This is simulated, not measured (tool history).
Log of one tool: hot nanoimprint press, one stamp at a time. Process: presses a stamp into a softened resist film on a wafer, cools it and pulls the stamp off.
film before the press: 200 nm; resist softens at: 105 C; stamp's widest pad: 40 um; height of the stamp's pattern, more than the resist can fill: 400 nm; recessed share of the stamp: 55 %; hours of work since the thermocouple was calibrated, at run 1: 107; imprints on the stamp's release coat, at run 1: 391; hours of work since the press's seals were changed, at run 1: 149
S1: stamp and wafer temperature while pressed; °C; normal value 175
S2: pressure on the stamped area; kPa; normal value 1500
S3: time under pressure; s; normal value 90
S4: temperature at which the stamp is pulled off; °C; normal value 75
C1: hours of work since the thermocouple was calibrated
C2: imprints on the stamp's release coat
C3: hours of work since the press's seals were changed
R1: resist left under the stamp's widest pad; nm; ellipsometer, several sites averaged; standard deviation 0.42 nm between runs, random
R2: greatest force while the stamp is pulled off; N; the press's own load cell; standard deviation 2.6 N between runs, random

| run | day | S1 | S2 | S3 | S4 | C1 | C2 | C3 | R1 | R2 |
|---|---|---|---|---|---|---|---|---|---|---|
| 1 | 0 | 175 | 1500 | 90 | 75 | 107 | 391 | 149 | 73.4 | 135 |
| 2 | 1.792 | 175 | 1500 | 90 | 75 | 140 | 614 | 182 | 74.6 | 135 |
| 3 | 2.958 | 175 | 1500 | 90 | 75 | 161 | 760 | 203 | 74.3 | 146 |
| 4 | 4.162 | 175 | 1500 | 58 | 75 | 183 | 910 | 225 | 88.8 | 143 |
| 5 | 5.488 | 175 | 1500 | 90 | 75 | 207 | 1075 | 249 | 74.5 | 151 |
| 6 | 7.479 | 175 | 1500 | 90 | 75 | 243 | 1324 | 285 | 75.8 | 159 |
| 7 | 8.5 | 175 | 1500 | 90 | 75 | 262 | 1451 | 304 | 76.1 | 168 |
| 8 | 10.183 | 175 | 1500 | 90 | 75 | 293 | 1661 | 335 | 75.4 | 173 |
|  | 10.592 | stamp cleaned and given a new release coat |
| 9 | 11.483 | 175 | 1500 | 90 | 75 | 312 | 112 | 354 | 76.1 | 126 |
| 10 | 13.025 | 175 | 1500 | 128 | 75 | 340 | 304 | 382 | 65.8 | 131 |
| 11 | 14.425 | 175 | 1500 | 128 | 75 | 365 | 479 | 407 | 66.7 | 138 |
| 12 | 15.712 | 175 | 1500 | 90 | 75 | 389 | 639 | 431 | 77.1 | 139 |
| 13 | 17.475 | 175 | 1500 | 90 | 75 | 421 | 859 | 463 | 77.4 | 147 |
| 14 | 19.112 | 175 | 1500 | 90 | 75 | 451 | 1063 | 493 | 78.4 | 155 |
| 15 | 20.779 | 175 | 1240 | 90 | 75 | 481 | 1271 | 523 | 84.8 | 158 |
|  | 21.183 | plate thermocouple calibrated |
| 16 | 22.492 | 175 | 2120 | 90 | 75 | 24 | 1469 | 552 | 68.2 | 166 |
| 17 | 23.842 | 171 | 1160 | 51 | 78 | 48 | 1637 | 577 | 124.6 | 165 |
|  | 24.538 | stamp cleaned and given a new release coat |
| 18 | 25.3 | 171 | 1160 | 51 | 78 | 70 | 95 | 599 | 123.2 | 125 |
| 19 | 26.292 | 175 | 2170 | 106 | 79 | 89 | 219 | 617 | 63.5 | 121 |
| 20 | 27.796 | 182 | 2170 | 106 | 79 | 116 | 406 | 644 | 48.9 | 128 |
| 21 | 29.633 | 182 | 1980 | 106 | 81 | 150 | 635 | 678 | 50.7 | 133 |
| 22 | 31.042 | 182 | 2230 | 106 | 79 | 175 | 811 | 704 | 49 | 138 |
|  | 31.267 | plate thermocouple calibrated, once more |
|  | 32.083 | press's hydraulic seals changed and the load cell set to zero |
| 23 | 33.338 | 177 | 2160 | 95 | 79 | 32 | 1040 | 23 | 55.5 | 138 |
| 24 | 34.617 | 169 | 1570 | 57 | 81 | 55 | 1199 | 46 | 106.9 | 144 |
| 25 | 36.204 | 167 | 2270 | 69 | 62 | 84 | 1397 | 75 | 93.4 | 186 |
| 26 | 37.767 | 175 | 1500 | 85 | 71 | 112 | 1592 | 104 | 75.7 | 175 |
|  | 38.829 | stamp cleaned and given a new release coat |
| 27 | 40.025 | 175 | 1150 | 110 | 71 | 149 | 149 | 140 | 77.8 | 136 |
| 28 | 41.317 | 175 | 1650 | 90 | 67 | 173 | 310 | 164 | 72.5 | 147 |
| 29 | 42.875 | 183 | 1650 | 90 | 75 | 201 | 504 | 192 | 53.8 | 139 |

Selected run-to-run steps in R1, each split into two signed amounts: the part the tool would show with no hidden state at all (from settings, incoming material and random variation), and the remainder, which goes to the hidden state together with any gauge scatter not common to the measured and the hidden-state-free results:
The tool's hidden condition here consists of: true temperature over the reading, C; pressure that arrives at the usual setting, %; grip of the stamp's worn release coat, % over a new coat's; drift of the gauge itself on residual_nm, %; drift of the gauge itself on pull_off_n, %.
Run 16 -> 17: S1 175 -> 171, S2 2120 -> 1160, S3 90 -> 51, S4 75 -> 78. R1 +56.4 nm: hidden state +2.1, all else +54.3.
Run 18 -> 19: S1 171 -> 175, S2 1160 -> 2170, S3 51 -> 106, S4 78 -> 79. R1 -59.7 nm: hidden state -2, all else -57.7.
Run 22 -> 23: S1 182 -> 177, S2 2230 -> 2160, S3 106 -> 95, plate thermocouple calibrated, once more, press's hydraulic seals changed and the load cell set to zero. R1 +6.5 nm: hidden state -5, all else +11.5.
